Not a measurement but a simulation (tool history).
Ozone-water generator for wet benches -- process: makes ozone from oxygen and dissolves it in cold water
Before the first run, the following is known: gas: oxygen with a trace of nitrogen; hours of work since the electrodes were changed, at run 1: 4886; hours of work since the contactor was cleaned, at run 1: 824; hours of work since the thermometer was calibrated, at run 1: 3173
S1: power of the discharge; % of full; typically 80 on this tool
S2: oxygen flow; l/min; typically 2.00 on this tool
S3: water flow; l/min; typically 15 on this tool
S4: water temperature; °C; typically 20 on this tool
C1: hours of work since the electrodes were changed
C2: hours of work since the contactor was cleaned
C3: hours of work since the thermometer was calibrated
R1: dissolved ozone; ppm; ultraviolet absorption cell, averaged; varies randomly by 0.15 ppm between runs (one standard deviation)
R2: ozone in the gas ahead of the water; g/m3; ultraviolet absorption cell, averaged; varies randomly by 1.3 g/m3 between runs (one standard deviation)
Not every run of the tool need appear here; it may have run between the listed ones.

run 1 hour=0.0 | S1=80 S2=2.00 S3=15 S4=20 | C1=4886 C2=824 C3=3173 | R1=18.8 R2=236.5
run 2 hour=177.2 | S1=80 S2=2.00 S3=15 S4=20 | C1=5038 C2=975 C3=3324 | R1=18.7 R2=235.7
run 3 hour=298.2 | S1=80 S2=2.00 S3=15 S4=20 | C1=5141 C2=1078 C3=3428 | R1=18.8 R2=236.8
run 4 hour=372.7 | S1=81 S2=2.00 S3=15 S4=20 | C1=5204 C2=1142 C3=3491 | R1=18.9 R2=235.8
run 5 hour=450.7 | S1=81 S2=2.00 S3=15 S4=20 | C1=5271 C2=1208 C3=3558 | R1=18.9 R2=237.8
run 6 hour=531.8 | S1=80 S2=1.21 S3=15 S4=20 | C1=5340 C2=1278 C3=3627 | R1=17.9 R2=329.3
run 7 hour=694.2 | S1=80 S2=1.21 S3=15 S4=20 | C1=5478 C2=1416 C3=3765 | R1=18.1 R2=330.5
run 8 hour=854.7 | S1=80 S2=1.21 S3=15 S4=20 | C1=5615 C2=1553 C3=3902 | R1=18.1 R2=328.8
run 9 hour=928.2 | S1=54 S2=1.05 S3=19 S4=19 | C1=5678 C2=1616 C3=3965 | R1=10.0 R2=263.5
run 10 hour=1051.9 | S1=80 S2=1.12 S3=15 S4=12 | C1=5783 C2=1721 C3=4070 | R1=18.7 R2=346.1
run 11 hour=1134.2 | S1=80 S2=1.12 S3=15 S4=12 | C1=5854 C2=1791 C3=4141 | R1=18.6 R2=345.1
run 12 hour=1239.0 | S1=80 S2=1.12 S3=15 S4=12 | C1=5943 C2=1881 C3=4230 | R1=18.6 R2=346.8
run 13 hour=1354.5 | S1=80 S2=3.01 S3=15 S4=13 | C1=6042 C2=1979 C3=4328 | R1=20.3 R2=177.0
run 14 hour=1471.5 | S1=80 S2=3.01 S3=15 S4=13 | C1=6141 C2=2079 C3=4428 | R1=19.9 R2=179.4
-- hour=1497.9 water thermometer calibrated
run 15 hour=1616.2 | S1=80 S2=2.83 S3=10 S4=19 | C1=6264 C2=2202 C3=101 | R1=25.6 R2=185.5

Here are 4 independent what-if runs from the current tool condition. What would each one return?
run A hour=1755.1 | S1=52 S2=1.63 S3=12 S4=19 | C1=6383 C2=2320 C3=219 | R1=? R2=?
run B hour=1755.1 | S1=47 S2=2.00 S3=10 S4=14 | C1=6383 C2=2320 C3=219 | R1=? R2=?
run C hour=1755.1 | S1=80 S2=2.00 S3=15 S4=20 | C1=6383 C2=2320 C3=219 | R1=? R2=?
run D hour=1755.1 | S1=40 S2=2.83 S3=10 S4=19 | C1=6383 C2=2320 C3=219 | R1=? R2=?

run=A R1=16.2 R2=191.5
run=B R1=18.6 R2=155.3
run=C R1=18.7 R2=234.8
run=D R1=14.8 R2=107.8
Had the tool no hidden state, the same runs would have come out as:
run=A R1=16.2 R2=191.9
run=B R1=18.6 R2=155.6
run=C R1=18.8 R2=235.4
run=D R1=14.8 R2=108.0
